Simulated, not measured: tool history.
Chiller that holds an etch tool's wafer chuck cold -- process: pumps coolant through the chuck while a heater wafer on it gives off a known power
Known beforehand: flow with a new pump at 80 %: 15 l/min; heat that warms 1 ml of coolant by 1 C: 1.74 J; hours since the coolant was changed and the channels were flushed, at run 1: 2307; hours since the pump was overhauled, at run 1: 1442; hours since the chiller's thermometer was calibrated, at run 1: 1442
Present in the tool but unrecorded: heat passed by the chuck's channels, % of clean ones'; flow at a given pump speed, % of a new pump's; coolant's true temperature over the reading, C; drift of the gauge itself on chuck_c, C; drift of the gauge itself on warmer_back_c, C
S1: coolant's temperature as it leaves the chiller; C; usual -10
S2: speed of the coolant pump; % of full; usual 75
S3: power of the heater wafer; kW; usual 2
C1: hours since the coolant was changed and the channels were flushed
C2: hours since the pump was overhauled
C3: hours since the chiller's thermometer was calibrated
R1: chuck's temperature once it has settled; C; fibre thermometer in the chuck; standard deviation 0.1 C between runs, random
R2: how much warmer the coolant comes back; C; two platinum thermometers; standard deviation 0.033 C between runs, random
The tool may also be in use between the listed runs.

Run 1, day 0: usual settings; C1 2307; C2 1442; C3 1442. Result: R1 4.4 C, R2 5.22 C.
Run 2, day 0.75: usual settings; C1 2325; C2 1460; C3 1460. Result: R1 4.3 C, R2 5.18 C.
Run 3, day 1.562: usual settings; C1 2345; C2 1480; C3 1480. Result: R1 4.2 C, R2 5.21 C.
Run 4, day 2.925: usual settings; C1 2377; C2 1512; C3 1512. Result: R1 4.4 C, R2 5.22 C.
Run 5, day 4.275: usual settings; C1 2410; C2 1545; C3 1545. Result: R1 4.4 C, R2 5.23 C.
Run 6, day 5.596: usual settings but S2 87 % of full; C1 2441; C2 1576; C3 1576. Result: R1 3.1 C, R2 4.44 C.
Run 7, day 6.788: usual settings but S2 77 % of full; C1 2470; C2 1605; C3 1605. Result: R1 4.1 C, R2 5.08 C.
Run 8, day 7.471: usual settings; C1 2486; C2 1621; C3 1621. Result: R1 4.4 C, R2 5.24 C.
Run 9, day 8.329: usual settings but S3 1.285 kW; C1 2507; C2 1642; C3 1642. Result: R1 -0.7 C, R2 3.43 C.
Run 10, day 9.05: usual settings but S3 1.794 kW; C1 2524; C2 1659; C3 1659. Result: R1 3 C, R2 4.65 C.
Run 11, day 9.888: usual settings but S3 1.794 kW; C1 2544; C2 1679; C3 1679. Result: R1 3 C, R2 4.69 C.
Run 12, day 11.15: usual settings but S2 77 % of full; C1 2575; C2 1710; C3 1710. Result: R1 4.2 C, R2 5.13 C.
Run 13, day 12.271: usual settings but S3 2.112 kW; C1 2602; C2 1737; C3 1737. Result: R1 5.3 C, R2 5.48 C.
Run 14, day 13.358: usual settings but S3 2.112 kW; C1 2628; C2 1763; C3 1763. Result: R1 5.5 C, R2 5.52 C.
Run 15, day 14.783: usual settings but S3 2.112 kW; C1 2662; C2 1797; C3 1797. Result: R1 5.4 C, R2 5.58 C.
Run 16, day 15.858: usual settings but S3 2.112 kW; C1 2688; C2 1823; C3 1823. Result: R1 5.3 C, R2 5.56 C.
Run 17, day 17.071: usual settings but S1 -15 C, S2 70 % of full, S3 1.155 kW; C1 2717; C2 1852; C3 1852. Result: R1 -6.1 C, R2 3.28 C.
Run 18, day 18.142: usual settings but S1 -4 C, S2 64 % of full, S3 1.904 kW; C1 2742; C2 1877; C3 1877. Result: R1 11.5 C, R2 5.96 C.
Run 19, day 19.75: usual settings but S3 1.978 kW; C1 2781; C2 1916; C3 1916. Result: R1 4.5 C, R2 5.22 C.
Run 20, day 20.662: usual settings but S1 -5 C, S3 2.795 kW; C1 2803; C2 1938; C3 1938. Result: R1 15.1 C, R2 7.33 C.
Run 21, day 21.504: usual settings but S1 -3 C, S3 1.454 kW; C1 2823; C2 1958; C3 1958. Result: R1 7.6 C, R2 3.87 C.
Run 22, day 22.608: usual settings but S1 -16 C, S2 90 % of full, S3 2.431 kW; C1 2850; C2 1985; C3 1985. Result: R1 -0.2 C, R2 5.24 C.
Run 23, day 23.879: usual settings but S1 -13 C, S2 63 % of full; C1 2880; C2 2015; C3 2015. Result: R1 3.4 C, R2 6.45 C.
Run 24, day 25.388: usual settings but S1 -1 C, S2 63 % of full; C1 2916; C2 2051; C3 2051. Result: R1 15.4 C, R2 6.41 C.
Run 25, day 26.358: usual settings but S1 -2 C, S2 66 % of full, S3 2.107 kW; C1 2940; C2 2075; C3 2075. Result: R1 14.6 C, R2 6.44 C.
Run 26, day 27.583: usual settings but S1 -4 C, S2 76 % of full, S3 1.738 kW; C1 2969; C2 2104; C3 2104. Result: R1 8.8 C, R2 4.58 C.
Run 27, day 29.075: usual settings but S1 -13 C, S2 85 % of full, S3 1.083 kW; C1 3005; C2 2140; C3 2140. Result: R1 -5.2 C, R2 2.48 C.
Run 28, day 30.362: usual settings but S1 -16 C, S3 1.083 kW; C1 3036; C2 2171; C3 2171. Result: R1 -8 C, R2 2.91 C.
Run 29, day 31.992: usual settings but S1 -11 C, S2 81 % of full; C1 3075; C2 2210; C3 2210. Result: R1 3.3 C, R2 4.83 C.
Run 30, day 33.492: usual settings but S1 -11 C, S2 81 % of full; C1 3111; C2 2246; C3 2246. Result: R1 3.2 C, R2 4.86 C.
Run 31, day 34.888: usual settings but S1 -11 C, S2 81 % of full; C1 3144; C2 2279; C3 2279. Result: R1 3.2 C, R2 4.89 C.

The logged runs with the hidden state left out (each run's random variation unchanged):
run    R1    R2
  1   3.1  4.97
  2     3  4.93
  3   2.9  4.96
  4   3.1  4.97
  5   3.1  4.96
  6   1.9  4.21
  7   2.8  4.81
  8   3.1  4.97
  9  -1.7  3.25
 10   1.8   4.4
 11   1.7  4.44
 12   2.8  4.85
 13   3.8  5.18
 14     4  5.21
 15   3.9  5.26
 16   3.8  5.24
 17  -7.1  3.09
 18    10  5.61
 19   2.9   4.9
 20    13  6.89
 21   6.3  3.63
 22  -1.9  4.91
 23   1.6  6.04
 24  13.6     6
 25  12.8  6.02
 26   7.3  4.28
 27  -6.2  2.32
 28  -9.1  2.71
 29   1.6   4.5
 30   1.5  4.53
 31   1.4  4.55
